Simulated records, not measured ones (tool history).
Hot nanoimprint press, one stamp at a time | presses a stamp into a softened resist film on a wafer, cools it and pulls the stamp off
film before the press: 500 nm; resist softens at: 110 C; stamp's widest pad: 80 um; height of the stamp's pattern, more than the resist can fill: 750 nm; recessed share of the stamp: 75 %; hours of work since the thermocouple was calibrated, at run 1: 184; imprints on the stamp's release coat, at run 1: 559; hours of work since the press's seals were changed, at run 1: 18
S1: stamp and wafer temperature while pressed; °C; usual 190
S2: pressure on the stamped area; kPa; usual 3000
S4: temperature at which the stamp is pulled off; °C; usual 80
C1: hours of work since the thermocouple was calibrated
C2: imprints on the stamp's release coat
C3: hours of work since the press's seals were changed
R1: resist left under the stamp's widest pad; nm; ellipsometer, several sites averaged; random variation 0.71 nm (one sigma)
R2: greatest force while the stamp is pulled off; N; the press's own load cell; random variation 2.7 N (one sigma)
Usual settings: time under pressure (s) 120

{"run": 1, "hour": 0.0, "S1": 190, "S2": 3000, "time under pressure (s)": 120, "S4": 80, "C1": 184, "C2": 559, "C3": 18, "R1": 202.8, "R2": 137}
{"run": 2, "hour": 4.4, "S1": 190, "S2": 3000, "time under pressure (s)": 120, "S4": 80, "C1": 187, "C2": 570, "C3": 20, "R1": 202.9, "R2": 140}
{"run": 3, "hour": 10.8, "S1": 190, "S2": 3000, "time under pressure (s)": 120, "S4": 80, "C1": 191, "C2": 585, "C3": 24, "R1": 203.1, "R2": 137}
{"run": 4, "hour": 20.8, "S1": 190, "S2": 3000, "time under pressure (s)": 120, "S4": 80, "C1": 197, "C2": 610, "C3": 30, "R1": 202.4, "R2": 139}
{"run": 5, "hour": 27.0, "S1": 190, "S2": 3000, "time under pressure (s)": 120, "S4": 80, "C1": 201, "C2": 625, "C3": 34, "R1": 201.6, "R2": 140}
{"run": 6, "hour": 32.4, "S1": 190, "S2": 3000, "time under pressure (s)": 120, "S4": 80, "C1": 204, "C2": 638, "C3": 37, "R1": 203.2, "R2": 135}
{"run": 7, "hour": 40.9, "S1": 190, "S2": 2470, "time under pressure (s)": 120, "S4": 80, "C1": 209, "C2": 659, "C3": 42, "R1": 221.5, "R2": 139}
{"run": 8, "hour": 50.6, "S1": 190, "S2": 2470, "time under pressure (s)": 135, "S4": 80, "C1": 215, "C2": 682, "C3": 48, "R1": 212.6, "R2": 137}
{"run": 9, "hour": 58.9, "S1": 179, "S2": 3000, "time under pressure (s)": 120, "S4": 80, "C1": 220, "C2": 703, "C3": 53, "R1": 317.6, "R2": 143}
{"run": 10, "hour": 66.4, "S1": 189, "S2": 3000, "time under pressure (s)": 120, "S4": 80, "C1": 225, "C2": 721, "C3": 58, "R1": 210.6, "R2": 143}
{"run": 11, "hour": 74.7, "S1": 190, "S2": 3000, "time under pressure (s)": 120, "S4": 80, "C1": 230, "C2": 741, "C3": 63, "R1": 200.7, "R2": 133}
{"run": 12, "hour": 82.7, "S1": 190, "S2": 3000, "time under pressure (s)": 120, "S4": 80, "C1": 234, "C2": 761, "C3": 68, "R1": 201.8, "R2": 140}
{"run": 13, "hour": 87.3, "S1": 190, "S2": 3000, "time under pressure (s)": 120, "S4": 80, "C1": 237, "C2": 772, "C3": 70, "R1": 200.3, "R2": 142}
{"hour": 98.6, "done": "stamp cleaned and given a new release coat"}
{"run": 14, "hour": 99.1, "S1": 190, "S2": 3000, "time under pressure (s)": 120, "S4": 80, "C1": 241, "C2": 1, "C3": 74, "R1": 200.4, "R2": 138}
{"run": 15, "hour": 104.2, "S1": 190, "S2": 3000, "time under pressure (s)": 120, "S4": 80, "C1": 244, "C2": 13, "C3": 77, "R1": 199.8, "R2": 137}
{"run": 16, "hour": 109.2, "S1": 190, "S2": 1960, "time under pressure (s)": 211, "S4": 79, "C1": 247, "C2": 26, "C3": 80, "R1": 197.8, "R2": 142}
{"run": 17, "hour": 116.4, "S1": 200, "S2": 3940, "time under pressure (s)": 83, "S4": 86, "C1": 251, "C2": 43, "C3": 85, "R1": 129.8, "R2": 121}
{"run": 18, "hour": 125.3, "S1": 200, "S2": 3940, "time under pressure (s)": 83, "S4": 86, "C1": 257, "C2": 65, "C3": 90, "R1": 130.4, "R2": 123}
{"run": 19, "hour": 133.1, "S1": 181, "S2": 3710, "time under pressure (s)": 112, "S4": 68, "C1": 261, "C2": 84, "C3": 95, "R1": 275.9, "R2": 175}
{"run": 20, "hour": 138.0, "S1": 181, "S2": 3710, "time under pressure (s)": 112, "S4": 68, "C1": 264, "C2": 96, "C3": 98, "R1": 274.8, "R2": 167}
{"run": 21, "hour": 144.5, "S1": 192, "S2": 3000, "time under pressure (s)": 120, "S4": 77, "C1": 268, "C2": 112, "C3": 101, "R1": 182.8, "R2": 146}
{"run": 22, "hour": 154.7, "S1": 186, "S2": 3000, "time under pressure (s)": 112, "S4": 74, "C1": 274, "C2": 136, "C3": 108, "R1": 242.8, "R2": 154}
{"run": 23, "hour": 161.8, "S1": 186, "S2": 3000, "time under pressure (s)": 112, "S4": 74, "C1": 279, "C2": 154, "C3": 112, "R1": 244.2, "R2": 158}
{"hour": 167.7, "done": "gauge calibrated"}
{"run": 24, "hour": 171.6, "S1": 186, "S2": 3000, "time under pressure (s)": 112, "S4": 74, "C1": 285, "C2": 178, "C3": 118, "R1": 246.9, "R2": 156}
{"run": 25, "hour": 179.4, "S1": 186, "S2": 3000, "time under pressure (s)": 112, "S4": 83, "C1": 289, "C2": 197, "C3": 123, "R1": 247.7, "R2": 135}
{"run": 26, "hour": 187.1, "S1": 186, "S2": 3000, "time under pressure (s)": 112, "S4": 83, "C1": 294, "C2": 216, "C3": 127, "R1": 247.9, "R2": 131}
{"run": 27, "hour": 196.0, "S1": 181, "S2": 2110, "time under pressure (s)": 67, "S4": 70, "C1": 299, "C2": 237, "C3": 133, "R1": 383.1, "R2": 165}
{"run": 28, "hour": 200.7, "S1": 190, "S2": 1990, "time under pressure (s)": 139, "S4": 83, "C1": 302, "C2": 249, "C3": 135, "R1": 231.2, "R2": 128}
{"run": 29, "hour": 206.4, "S1": 190, "S2": 1990, "time under pressure (s)": 139, "S4": 83, "C1": 306, "C2": 263, "C3": 139, "R1": 231.7, "R2": 128}
{"run": 30, "hour": 213.4, "S1": 190, "S2": 1990, "time under pressure (s)": 139, "S4": 83, "C1": 310, "C2": 280, "C3": 143, "R1": 231.1, "R2": 127}

The same runs without the tool's hidden state, with the same run-to-run variation:
The hidden state here: true temperature over the reading, C; pressure that arrives at the usual setting, %; grip of the stamp's worn release coat, % over a new coat's; drift of the gauge itself on residual_nm, %; drift of the gauge itself on pull_off_n, %.
run=1 R1=202.7
run=2 R1=202.9
run=3 R1=203.3
run=4 R1=202.9
run=5 R1=202.3
run=6 R1=204.1
run=7 R1=222.7
run=8 R1=214.1
run=9 R1=320.2
run=10 R1=212.6
run=11 R1=202.8
run=12 R1=204.2
run=13 R1=202.9
run=14 R1=203.1
run=15 R1=202.7
run=16 R1=200.8
run=17 R1=131.9
run=18 R1=132.7
run=19 R1=281.1
run=20 R1=280.2
run=21 R1=186.6
run=22 R1=248.2
run=23 R1=249.8
run=24 R1=246.8
run=25 R1=247.9
run=26 R1=248.4
run=27 R1=384.5
run=28 R1=232.1
run=29 R1=232.8
run=30 R1=232.5
R2: within 1 N of the measured result in every run.
